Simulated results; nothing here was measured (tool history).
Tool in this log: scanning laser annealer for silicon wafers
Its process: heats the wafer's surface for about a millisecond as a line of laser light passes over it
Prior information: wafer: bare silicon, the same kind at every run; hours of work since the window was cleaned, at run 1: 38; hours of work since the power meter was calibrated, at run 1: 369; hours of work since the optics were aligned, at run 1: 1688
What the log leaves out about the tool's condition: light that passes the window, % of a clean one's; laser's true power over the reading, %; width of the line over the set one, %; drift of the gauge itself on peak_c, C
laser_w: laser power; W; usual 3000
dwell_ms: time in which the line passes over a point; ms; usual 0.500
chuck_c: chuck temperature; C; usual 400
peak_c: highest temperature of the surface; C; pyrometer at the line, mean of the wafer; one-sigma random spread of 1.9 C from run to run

run	hour	laser_w	dwell_ms	chuck_c	hours of work since the window was cleaned	hours of work since the power meter was calibrated	hours of work since the optics were aligned	peak_c
1	0.0	3000	0.500	400	38	369	1688	1122
2	18.1	3000	0.500	400	51	382	1701	1123
3	26.5	3000	0.500	400	58	388	1707	1124
4	37.3	2804	0.500	400	66	396	1715	1062
5	49.5	2804	0.500	400	75	405	1724	1066
6	64.4	2804	0.500	400	86	416	1735	1063
7	81.0	2804	0.500	400	98	429	1748	1064
8	92.4	2804	0.500	400	107	437	1756	1059
9	102.9	3000	0.500	400	114	445	1764	1115
10	120.4	3000	0.500	400	127	458	1777	1114
# hour 130.7: optics aligned, line set to its width
11	141.6	3000	0.500	400	139	470	8	1134
12	158.2	3000	0.500	400	152	482	20	1134
13	166.0	3000	0.500	400	158	488	26	1132
14	183.6	3000	0.500	400	171	501	39	1129
15	202.4	3000	0.472	400	185	515	53	1112
16	214.1	3000	0.472	400	193	524	62	1109
17	228.5	3000	0.381	400	204	534	73	1042
18	242.7	3000	0.381	400	214	545	83	1041
19	258.3	3000	0.561	432	226	557	95	1198
20	272.1	3000	0.500	382	236	567	105	1107
21	286.8	2779	0.593	410	247	578	116	1125
22	303.3	2620	0.460	400	259	590	128	991
23	321.0	2954	0.442	400	273	603	141	1067
24	339.2	2552	0.500	373	286	617	155	966
25	348.5	2766	0.603	400	293	623	162	1112
26	359.8	2805	0.500	396	301	632	170	1058
27	371.3	2805	0.500	396	310	640	179	1056
28	382.3	3000	0.472	373	318	649	187	1071
29	396.4	3218	0.530	423	328	659	197	1224
30	413.1	3272	0.497	417	341	671	210	1205

Run 31 has not been measured yet. What should we expect?
31	429.5	2886	0.500	400	353	684	222	?

Run 31 produced peak_c 1079 C.
Without the tool's hidden state the same run would have given peak_c 1112 C.

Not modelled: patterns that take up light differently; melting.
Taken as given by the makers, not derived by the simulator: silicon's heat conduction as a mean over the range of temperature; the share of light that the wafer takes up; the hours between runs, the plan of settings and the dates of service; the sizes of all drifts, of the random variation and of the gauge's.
